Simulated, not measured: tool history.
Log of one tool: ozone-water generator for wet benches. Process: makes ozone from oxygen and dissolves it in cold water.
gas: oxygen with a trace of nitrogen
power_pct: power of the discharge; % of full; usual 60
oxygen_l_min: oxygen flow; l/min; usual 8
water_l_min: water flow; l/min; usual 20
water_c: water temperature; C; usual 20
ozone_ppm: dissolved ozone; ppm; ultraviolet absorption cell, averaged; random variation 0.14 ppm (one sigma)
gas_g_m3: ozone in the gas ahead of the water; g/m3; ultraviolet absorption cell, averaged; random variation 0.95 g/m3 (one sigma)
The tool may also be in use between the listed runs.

run    hour  power_pct  oxygen_l_min  water_l_min  water_c  ozone_ppm  gas_g_m3
  1       0         60             8           20       20       14.4     155.7
  2    46.8         60         13.67           20       20       12.3     106.7
  3    88.9         60         13.67           20       20       12.3     108.1
  4   111.7         60             8           20       20       14.2     155.6
  5   145.2         60          7.85           20       20       14.5     157.5
  6   176.5         60          8.32           20       20       14.5     152.2
  7   210.3         60          5.31           20       20       15.7     206.1
  8   245.5         60             8           20       20       14.3     155.1
  9     293         60             8           20       20       14.2       156
 10     341         60             8           20       20       14.2     156.3
 11   379.4         60          6.59           20       20         15     178.5
 12   421.3         60          6.59           20       20       14.9     178.5
 13   466.3         60          5.77           20       20       15.3     195.2
      472.6  -- contactor cleaned
 14   508.3         60             8           20       20       13.8     156.2
 15   538.2         60             8           20       20       13.9     155.4
 16     577         60             8           20       20       13.8     154.8
 17   607.7         60             8           20       20       13.7     155.1
      636.3  -- contactor cleaned, once more
 18   656.1         60             8           20       20       15.5     154.1
 19   707.1         60         11.71           20       16       14.7     117.5
 20   757.9         60          4.02           29       18       12.4     245.3
 21   779.8         60         11.76           19       20       13.8     117.3
 22   804.7         44             8           32       20        8.2       121
 23   832.2         44             8           32       20        8.3     121.7
 24   883.2         44             8           32       20        8.3     121.8
 25   904.6         45           8.2           20       14       13.4     120.7
 26   946.8         82          4.35           20       14       23.1     294.4
 27   994.6         82          4.35           20       14       23.3       298
 28  1025.5         60          7.47           23       13       15.5     160.7
 29    1056         60          7.47           23       13       15.3     158.5
 30  1106.8         60          7.47           23       13       15.2     161.1
 31  1158.1         83          7.47           23       13       19.7     206.5
 32  1182.1         60             8           18       13       18.1     151.9
 33  1218.6         60             8           18       13       18.4     153.3

Measured less the same run without the tool's hidden state. The same run-to-run variation is in both; the gauge's scatter may not be:
The hidden state here: yield of the discharge, % of new electrodes'; contactor's efficiency, % of a clean one's; true water temperature over the reading, C; drift of the gauge itself on ozone_ppm, %; drift of the gauge itself on gas_g_m3, %.
run  ozone_ppm  gas_g_m3
  1       -1.6      -4.9
  2       -1.4      -3.6
  3       -1.4      -3.6
  4       -1.7      -5.3
  5       -1.8      -5.5
  6       -1.8      -5.4
  7       -1.9      -7.5
  8       -1.8      -5.8
  9       -1.8      -5.9
 10       -1.9      -6.1
 11         -2      -7.1
 12         -2      -7.3
 13       -2.1      -8.2
 14       -2.4      -6.6
 15       -2.4      -6.7
 16       -2.4      -6.8
 17       -2.4      -6.9
 18       -0.9        -7
 19       -0.9      -5.5
 20       -0.8     -11.8
 21       -0.9      -5.7
 22       -0.4      -4.3
 23       -0.4      -4.3
 24       -0.4      -4.4
 25       -0.6      -4.6
 26       -1.9     -19.8
 27         -2     -20.4
 28       -1.1      -8.7
 29       -1.1      -8.6
 30       -1.1      -8.9
 31       -1.9     -15.2
 32       -1.4      -8.7
 33       -1.5      -8.9

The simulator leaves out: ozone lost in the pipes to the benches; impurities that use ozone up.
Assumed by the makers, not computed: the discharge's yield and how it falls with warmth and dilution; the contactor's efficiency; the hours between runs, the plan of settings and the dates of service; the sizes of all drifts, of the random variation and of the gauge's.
